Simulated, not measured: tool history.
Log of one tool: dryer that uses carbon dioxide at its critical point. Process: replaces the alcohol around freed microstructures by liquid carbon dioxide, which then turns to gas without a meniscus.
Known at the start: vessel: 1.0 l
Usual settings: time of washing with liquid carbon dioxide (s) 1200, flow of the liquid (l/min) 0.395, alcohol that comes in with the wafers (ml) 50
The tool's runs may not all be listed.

run   hour  time of washing with liquid carbon dioxide (s)  flow of the liquid (l/min)  alcohol that comes in with the wafers (ml)  alcohol left in the vessel before it's heated (ppm by volume)
  1    0.0                                            1200                       0.395                                          50                                                            239
  2   19.0                                            1200                       0.395                                          50                                                            247
  3   41.6                                            1200                       0.395                                          50                                                            250
  4   71.2                                            1200                       0.395                                         111                                                            534
  5   90.4                                            1200                       0.395                                         111                                                            543
  6  121.9                                            1200                       0.395                                          20                                                            128
  7  148.1                                            1200                       0.395                                          20                                                            128
  8  168.0                                            1200                       0.395                                          20                                                            118
  9  190.9                                            1200                       0.395                                          50                                                            273
 10  213.5                                            1200                       0.395                                          25                                                            149
 11  230.8                                            1200                       0.395                                          25                                                            159
 12  256.1                                            1200                       0.395                                          25                                                            163
 13  272.1                                            1260                       0.395                                          25                                                            130
 14  300.6                                            1260                       0.395                                          25                                                            136
 15  320.6                                            1260                       0.452                                          95                                                            201
 16  339.8                                            1500                       0.452                                          44                                                             71
 17  365.1                                            1860                       0.442                                          50                                                             54
 18  395.3                                             720                       0.270                                          36                                                           4001
 19  412.1                                            1920                       0.414                                          36                                                             51
 20  429.0                                            1200                       0.248                                          38                                                           1378
 21  445.2                                            1200                       0.248                                          38                                                           1352
 22  459.6                                            1200                       0.573                                          49                                                             77
 23  491.9                                            1200                       0.259                                          95                                                           2905
 24  508.9                                            1080                       0.316                                          95                                                           2122
 25  525.4                                             840                       0.268                                          31                                                           2521
 26  550.2                                            1560                       0.330                                          47                                                            196
 27  573.7                                            1080                       0.471                                          29                                                            169
 28  596.0                                            1680                       0.395                                          50                                                             97

3 ways to go on from here, each from the tool as it stands after run 28. What would each give?
  A  627.2                                            1200                       0.247                                          30                                                              ?
  B  627.2                                            1140                       0.244                                          42                                                              ?
  C  627.2                                             780                       0.539                                          50                                                              ?

run  alcohol left in the vessel before it's heated (ppm by volume)
  A                                                           1140
  B                                                           1900
  C                                                            541
Without the tool's hidden state the same runs would have given:
run  alcohol left in the vessel before it's heated (ppm by volume)
  A                                                            881
  B                                                           1514
  C                                                            366

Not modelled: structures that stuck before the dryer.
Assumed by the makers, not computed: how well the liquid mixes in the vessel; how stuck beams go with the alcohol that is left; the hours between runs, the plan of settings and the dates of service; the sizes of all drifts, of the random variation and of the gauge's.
